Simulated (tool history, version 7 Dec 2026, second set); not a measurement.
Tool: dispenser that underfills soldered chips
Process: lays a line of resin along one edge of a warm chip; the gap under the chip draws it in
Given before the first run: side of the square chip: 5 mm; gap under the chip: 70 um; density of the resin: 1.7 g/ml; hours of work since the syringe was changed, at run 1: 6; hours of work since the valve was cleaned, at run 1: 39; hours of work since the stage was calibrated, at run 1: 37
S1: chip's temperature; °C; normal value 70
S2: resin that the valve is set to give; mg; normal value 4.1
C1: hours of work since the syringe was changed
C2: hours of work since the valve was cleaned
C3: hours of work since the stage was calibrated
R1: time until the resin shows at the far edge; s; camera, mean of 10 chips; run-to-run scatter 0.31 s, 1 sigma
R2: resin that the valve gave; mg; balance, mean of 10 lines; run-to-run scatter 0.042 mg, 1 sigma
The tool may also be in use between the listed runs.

run   hour  S1    S2  C1  C2   C3    R1    R2
  1      0  70   4.1   6  39   37   9.2  3.94
       4.4  -- new syringe of resin
  2    6.3  70   4.1   1  43   41   7.9  4.02
  3   14.6  70  4.54   7  48   46   9.4  4.38
      17.8  -- new syringe of resin
  4   18.7  70  4.54   1  51   49   6.7   4.3
  5   27.3  70  4.54   6  56   54   9.1  4.41
      31.4  -- new syringe of resin
  6   31.4  70  4.54   0  59   57   7.1  4.34
  7   40.4  70  4.54   6  65   63   9.5  4.31
      44.8  -- new syringe of resin
  8   47.4  70  4.04   2  69   67   7.8  3.77
  9   53.5  70  4.04   6  73   71   9.4   3.8
      58.2  -- new syringe of resin
 10   58.4  75   4.1   0  76   74   5.6  3.93
 11   63.5  75   4.1   3  79   77   6.2  3.86
 12   70.4  72   4.1   8  84   82     9  3.89
      71.8  -- new syringe of resin
 13   79.8  72   4.1   5  89   88   8.1  3.83
 14   83.9  72   4.1   8  92   90   8.9  3.78
        85  -- new syringe of resin
      90.8  -- dispensing valve cleaned and set on the balance
 15   93.2  72   4.1   5   2   95   8.6  4.06
      99.2  -- new syringe of resin
 16   99.2  72   4.1   0   5   99   5.9  4.09
 17  108.4  72   4.1   6  11  105   8.1  4.08
     112.4  -- new syringe of resin
 18  117.1  70   4.1   3  17  111   8.8  4.03
 19  124.9  72   4.1   8  22  116   9.5  4.03
     125.8  -- new syringe of resin
 20  133.9  85  4.86   5  27  121   4.2  4.67
     139.5  -- new syringe of resin
 21  143.1  85  4.86   2  33  127   3.5  4.68
 22  148.8  83  3.78   6  37  131   4.9  3.59
     153.2  -- new syringe of resin
 23  155.2  83  4.66   1  41  135   3.6  4.57
 24  159.6  65  4.83   4  44  138    11  4.64
     166.7  -- new syringe of resin
 25  166.7  69  4.86   0  48  142   7.6  4.65
 26  174.3  83   3.7   5  53  147   4.6  3.48
 27  178.9  76   4.1   8  56  150   7.6  3.96
     180.4  -- new syringe of resin
 28  187.1  70  3.68   4  61  155     9  3.47
 29  192.4  71  5.27   8  65  158     9  4.95
     193.8  -- new syringe of resin
 30  198.6  78  4.98   3  68  162   5.3  4.71
 31    206  77   3.5   8  73  167   7.4   3.3
     207.1  -- new syringe of resin
 32  211.5  60  5.19   3  77  170  13.2  4.82
 33  215.7  68  4.33   6  79  173   9.7  4.04
     220.3  -- new syringe of resin
 34  220.3  75  4.33   0  82  176     5  3.95
 35  229.2  82  4.55   6  88  182   4.5  4.19
     233.5  -- new syringe of resin
 36  234.6  82  4.55   1  91  185   3.2  4.24
     242.7  -- dispensing valve cleaned and set on the balance
 37    245  72  4.62   7   2  191   8.3  4.67

Consider 3 possible next runs. They are alternatives, not a sequence: every one starts from the tool as it was left by run 37. What does each give?
     247.7  -- new syringe of resin
  A  250.4  56  3.85   2   5  194   ?   ?
     247.7  -- new syringe of resin
  B  250.4  61  5.24   2   5  194   ?   ?
     247.7  -- new syringe of resin
  C  250.4  68  5.03   2   5  194   ?   ?

run    R1    R2
  A  16.1  3.88
  B    11  5.26
  C   7.8  4.96
Without the tool's hidden state the same runs would have given:
run    R1    R2
  A  15.5   3.9
  B  10.6  5.28
  C   7.5  4.98
